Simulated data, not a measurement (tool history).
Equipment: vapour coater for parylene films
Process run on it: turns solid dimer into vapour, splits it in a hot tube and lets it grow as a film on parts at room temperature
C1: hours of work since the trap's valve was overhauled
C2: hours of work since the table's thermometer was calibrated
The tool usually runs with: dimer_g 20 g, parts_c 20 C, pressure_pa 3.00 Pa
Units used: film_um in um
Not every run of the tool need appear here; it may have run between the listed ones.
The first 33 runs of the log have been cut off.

Run 34, day 69.858: usual settings but parts_c 18 C, pressure_pa 2.59 Pa; C1 181; C2 545. Result: film_um 5.76 um.
Run 35, day 72.650: usual settings but parts_c 18 C, pressure_pa 2.59 Pa; C1 239; C2 604. Result: film_um 5.81 um.
Run 36, day 74.825: usual settings but parts_c 18 C, pressure_pa 2.47 Pa; C1 285; C2 650. Result: film_um 5.73 um.
Run 37, day 77.508: usual settings but dimer_g 9 g, parts_c 19 C, pressure_pa 5.16 Pa; C1 342; C2 706. Result: film_um 2.23 um.
Run 38, day 79.408: usual settings but parts_c 16 C, pressure_pa 3.69 Pa; C1 382; C2 746. Result: film_um 6.06 um.
Run 39, day 80.796: usual settings but parts_c 16 C, pressure_pa 5.10 Pa; C1 411; C2 775. Result: film_um 5.70 um.
Run 40, day 82.025: usual settings but parts_c 16 C, pressure_pa 5.10 Pa; C1 437; C2 801. Result: film_um 5.71 um.
Run 41, day 84.483: usual settings but parts_c 16 C, pressure_pa 5.10 Pa; C1 489; C2 853. Result: film_um 5.71 um.
Run 42, day 86.646: usual settings but parts_c 16 C, pressure_pa 5.10 Pa; C1 534; C2 899. Result: film_um 5.59 um.
At day 89.221: trap's valve overhauled.
Run 43, day 89.679: usual settings but dimer_g 23 g, parts_c 26 C, pressure_pa 5.92 Pa; C1 10; C2 959. Result: film_um 4.20 um.
Run 44, day 91.808: usual settings but dimer_g 15 g, parts_c 13 C; C1 55; C2 1004. Result: film_um 5.31 um.
Run 45, day 94.267: usual settings but dimer_g 8 g, parts_c 17 C, pressure_pa 2.42 Pa; C1 106; C2 1056. Result: film_um 2.41 um.
Run 46, day 96.617: usual settings but dimer_g 14 g, parts_c 24 C, pressure_pa 2.17 Pa; C1 156; C2 1105. Result: film_um 3.16 um.

Predict each of these 4 candidate next runs independently; none follows another, all start after run 46:
Run A, day 98.317: usual settings but dimer_g 24 g, pressure_pa 9.04 Pa; C1 192; C2 1141. Result: film_um ?.
Run B, day 98.317: usual settings but dimer_g 26 g, parts_c 24 C, pressure_pa 2.98 Pa; C1 192; C2 1141. Result: film_um ?.
Run C, day 98.317: usual settings but dimer_g 9 g, parts_c 21 C, pressure_pa 2.17 Pa; C1 192; C2 1141. Result: film_um ?.
Run D, day 98.317: usual settings but dimer_g 9 g, parts_c 15 C, pressure_pa 2.57 Pa; C1 192; C2 1141. Result: film_um ?.

run  film_um
  A     5.52
  B     5.58
  C     2.28
  D     2.98
Had the tool no hidden state, the same runs would have come out as:
run  film_um
  A     5.72
  B     5.78
  C     2.36
  D     3.09
